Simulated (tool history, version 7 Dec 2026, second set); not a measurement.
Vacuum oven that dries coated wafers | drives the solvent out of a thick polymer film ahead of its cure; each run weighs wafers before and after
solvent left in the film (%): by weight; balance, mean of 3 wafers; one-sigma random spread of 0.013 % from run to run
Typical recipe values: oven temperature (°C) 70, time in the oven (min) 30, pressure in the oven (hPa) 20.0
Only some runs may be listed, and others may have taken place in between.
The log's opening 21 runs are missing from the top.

| run | hour | oven temperature (°C) | time in the oven (min) | pressure in the oven (hPa) | solvent left in the film (%) |
|---|---|---|---|---|---|
| 22 | 565.0 | 65 | 35 | 42.5 | 5.12 |
| 23 | 584.4 | 65 | 35 | 42.5 | 5.14 |
| 24 | 615.1 | 70 | 38 | 20.0 | 2.49 |
| 25 | 643.4 | 70 | 38 | 20.0 | 2.48 |
| 26 | 667.6 | 61 | 24 | 70.7 | 8.44 |
| 27 | 690.1 | 79 | 27 | 42.9 | 2.02 |
| 28 | 712.0 | 70 | 18 | 57.0 | 5.95 |
| 29 | 750.6 | 63 | 15 | 69.2 | 8.81 |
| 30 | 787.3 | 77 | 45 | 46.0 | 1.82 |
| 31 | 815.0 | 77 | 46 | 12.0 | 0.72 |
| 32 | 851.8 | 77 | 32 | 20.3 | 1.39 |
| 33 | 873.0 | 61 | 32 | 40.2 | 6.56 |

Branching from run 33: 3 alternative next runs. What would each branch give?
| A | 906.0 | 57 | 23 | 31.2 | ? |
| B | 906.0 | 80 | 16 | 20.1 | ? |
| C | 906.0 | 63 | 19 | 12.8 | ? |

| run | solvent left in the film (%) |
|---|---|
| A | 8.20 |
| B | 2.39 |
| C | 6.53 |
Take away the tool's hidden state, keep each run's random variation, and the runs would have read:
| run | solvent left in the film (%) |
|---|---|
| A | 8.05 |
| B | 2.29 |
| C | 6.40 |
